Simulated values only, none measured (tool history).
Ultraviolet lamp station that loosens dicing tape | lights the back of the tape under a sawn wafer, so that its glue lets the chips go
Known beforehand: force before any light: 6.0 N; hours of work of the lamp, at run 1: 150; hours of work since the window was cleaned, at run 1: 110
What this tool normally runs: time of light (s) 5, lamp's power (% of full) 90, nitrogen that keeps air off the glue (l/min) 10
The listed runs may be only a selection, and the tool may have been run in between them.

run	day	time of light (s)	lamp's power (% of full)	nitrogen that keeps air off the glue (l/min)	hours of work of the lamp	hours of work since the window was cleaned	force that peels the tape off (N)	light that reached the tape (mJ/cm²)
1	0	5	90	10	150	110	0.802	482
2	0.396	3	90	10	156	117	1.727	289
3	0.929	3	84	10	166	126	1.877	267
4	1.462	3	84	10	175	135	1.865	271
5	2.229	3	84	10	188	148	1.882	266
6	2.988	3	84	10	201	161	1.893	266
7	3.696	3	84	10	213	173	1.958	259
8	4.462	3	84	10	226	186	1.962	260
9	4.992	3	84	10	235	195	2.01	260
# day 5.504: window cleaned of glue's vapour
10	5.588	5	90	10	245	1	0.956	445
11	5.967	5	90	10	251	8	0.962	444
12	6.433	5	90	10	259	16	0.999	445
13	6.867	5	90	10	267	23	1.001	437
14	7.65	5	90	10	280	37	1.009	431
15	8.283	5	90	10	291	48	1.051	427
# day 8.775: window cleaned of glue's vapour, once more
16	8.846	5	90	10	300	1	0.855	485
17	9.342	5	90	10	309	10	0.86	476
18	10.046	2	90	10	321	22	2.628	190
19	10.442	2	90	10	328	29	2.654	192
20	11.054	2	90	5	338	39	3.165	186
21	11.808	2	90	5	351	52	3.218	185
22	12.417	2	90	5	361	62	3.183	185
23	13.042	5	70	10	372	73	1.328	358
24	13.462	5	69	10	379	80	1.325	349
25	14.017	8	64	4	389	90	1.271	517
26	14.675	7	90	5	400	101	0.815	628
27	15.304	7	90	5	411	112	0.826	628
28	15.867	7	90	5	420	121	0.818	623
29	16.367	2	94	5	429	130	3.268	183
30	16.946	3	84	9	439	140	2.109	245

Forecast run 31:
31	17.725	6	70	10	452	153	?	?

force that peels the tape off (N): 1.12
light that reached the tape (mJ/cm²): 409
With the hidden condition absent and the run-to-run variation left alone, this run would have shown force that peels the tape off (N) 0.783, light that reached the tape (mJ/cm²) 512.
